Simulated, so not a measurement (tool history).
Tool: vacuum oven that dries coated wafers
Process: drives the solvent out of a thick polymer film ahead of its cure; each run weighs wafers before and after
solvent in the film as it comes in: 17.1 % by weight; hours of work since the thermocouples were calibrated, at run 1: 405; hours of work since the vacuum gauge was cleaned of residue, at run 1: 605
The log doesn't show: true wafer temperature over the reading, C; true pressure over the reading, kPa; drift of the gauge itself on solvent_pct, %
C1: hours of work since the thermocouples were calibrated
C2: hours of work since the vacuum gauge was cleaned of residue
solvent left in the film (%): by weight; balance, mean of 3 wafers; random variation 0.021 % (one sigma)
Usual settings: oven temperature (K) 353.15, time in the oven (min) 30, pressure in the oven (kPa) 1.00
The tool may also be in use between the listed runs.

Run 1, hour 0.0: usual settings; C1 405; C2 605. Result: solvent left in the film (%) 2.37.
Run 2, hour 13.7: usual settings; C1 414; C2 614. Result: solvent left in the film (%) 2.31.
Run 3, hour 35.5: usual settings; C1 428; C2 628. Result: solvent left in the film (%) 2.39.
Run 4, hour 57.1: usual settings; C1 443; C2 642. Result: solvent left in the film (%) 2.36.
Run 5, hour 81.8: usual settings; C1 459; C2 658. Result: solvent left in the film (%) 2.38.
Run 6, hour 98.2: usual settings but oven temperature (K) 349.15; C1 470; C2 669. Result: solvent left in the film (%) 3.56.
Run 7, hour 118.6: usual settings but oven temperature (K) 349.15; C1 483; C2 682. Result: solvent left in the film (%) 3.56.
Run 8, hour 144.8: usual settings; C1 500; C2 700. Result: solvent left in the film (%) 2.40.
Run 9, hour 173.0: usual settings but pressure in the oven (kPa) 1.68; C1 519; C2 718. Result: solvent left in the film (%) 2.81.
Run 10, hour 187.7: usual settings but pressure in the oven (kPa) 1.68; C1 528; C2 728. Result: solvent left in the film (%) 2.87.
Run 11, hour 216.3: usual settings but pressure in the oven (kPa) 1.68; C1 547; C2 747. Result: solvent left in the film (%) 2.86.
Run 12, hour 228.1: usual settings but pressure in the oven (kPa) 1.68; C1 555; C2 754. Result: solvent left in the film (%) 2.84.
Run 13, hour 246.6: usual settings but pressure in the oven (kPa) 1.68; C1 567; C2 766. Result: solvent left in the film (%) 2.84.
Run 14, hour 268.9: usual settings but time in the oven (min) 39, pressure in the oven (kPa) 1.68; C1 582; C2 781. Result: solvent left in the film (%) 2.22.
Run 15, hour 296.3: usual settings but time in the oven (min) 39, pressure in the oven (kPa) 1.68; C1 600; C2 799. Result: solvent left in the film (%) 2.23.
Run 16, hour 319.8: usual settings but time in the oven (min) 39, pressure in the oven (kPa) 1.68; C1 615; C2 814. Result: solvent left in the film (%) 2.22.
Run 17, hour 347.9: usual settings; C1 633; C2 833. Result: solvent left in the film (%) 2.42.
Run 18, hour 364.8: usual settings but pressure in the oven (kPa) 1.22; C1 644; C2 844. Result: solvent left in the film (%) 2.53.
Run 19, hour 386.3: usual settings but pressure in the oven (kPa) 1.22; C1 659; C2 858. Result: solvent left in the film (%) 2.52.
At hour 390.8: oven's thermocouples calibrated.
Run 20, hour 409.8: usual settings but pressure in the oven (kPa) 1.22; C1 12; C2 872. Result: solvent left in the film (%) 2.46.
Run 21, hour 425.4: usual settings but pressure in the oven (kPa) 0.65; C1 23; C2 882. Result: solvent left in the film (%) 2.06.
Run 22, hour 450.1: usual settings but pressure in the oven (kPa) 0.65; C1 39; C2 899. Result: solvent left in the film (%) 2.09.
At hour 456.1: oven's thermocouples calibrated, once more.
Run 23, hour 472.5: usual settings; C1 11; C2 912. Result: solvent left in the film (%) 2.62.
Run 24, hour 495.9: usual settings; C1 26; C2 927. Result: solvent left in the film (%) 2.63.
Run 25, hour 519.5: usual settings but oven temperature (K) 346.15, pressure in the oven (kPa) 1.11; C1 42; C2 943. Result: solvent left in the film (%) 5.02.
Run 26, hour 532.0: usual settings but oven temperature (K) 346.15, time in the oven (min) 17, pressure in the oven (kPa) 1.11; C1 50; C2 951. Result: solvent left in the film (%) 7.60.
Run 27, hour 552.7: usual settings but oven temperature (K) 346.15, time in the oven (min) 17, pressure in the oven (kPa) 1.11; C1 63; C2 965. Result: solvent left in the film (%) 7.61.
Run 28, hour 572.8: usual settings but oven temperature (K) 347.15, time in the oven (min) 41, pressure in the oven (kPa) 1.05; C1 77; C2 978. Result: solvent left in the film (%) 3.39.
Run 29, hour 592.0: usual settings but oven temperature (K) 347.15, time in the oven (min) 41, pressure in the oven (kPa) 1.05; C1 89; C2 990. Result: solvent left in the film (%) 3.36.
Run 30, hour 620.5: usual settings but oven temperature (K) 341.15, time in the oven (min) 19, pressure in the oven (kPa) 0.56; C1 108; C2 1009. Result: solvent left in the film (%) 8.57.
Run 31, hour 642.7: usual settings but oven temperature (K) 341.15, time in the oven (min) 19, pressure in the oven (kPa) 0.56; C1 122; C2 1024. Result: solvent left in the film (%) 8.61.
Run 32, hour 670.1: usual settings but oven temperature (K) 368.15, pressure in the oven (kPa) 2.30; C1 140; C2 1042. Result: solvent left in the film (%) 1.23.
Run 33, hour 690.2: usual settings but oven temperature (K) 358.15, time in the oven (min) 19, pressure in the oven (kPa) 3.20; C1 153; C2 1055. Result: solvent left in the film (%) 4.04.
Run 34, hour 701.9: usual settings but oven temperature (K) 358.15, time in the oven (min) 19, pressure in the oven (kPa) 3.20; C1 161; C2 1062. Result: solvent left in the film (%) 4.03.
Run 35, hour 723.5: usual settings but time in the oven (min) 45; C1 175; C2 1077. Result: solvent left in the film (%) 1.66.
Run 36, hour 751.2: usual settings but time in the oven (min) 45; C1 194; C2 1095. Result: solvent left in the film (%) 1.66.
Run 37, hour 763.9: usual settings but time in the oven (min) 33, pressure in the oven (kPa) 2.23; C1 202; C2 1103. Result: solvent left in the film (%) 3.23.

The next listed run, before its measurement:
Run 38, hour 778.0: usual settings but oven temperature (K) 350.15, pressure in the oven (kPa) 0.62; C1 211; C2 1112. Result: solvent left in the film (%) ?.

{"run 38": {"solvent left in the film (%)": 3.25}}
Without the tool's hidden state the same run would have given solvent left in the film (%) 2.98.
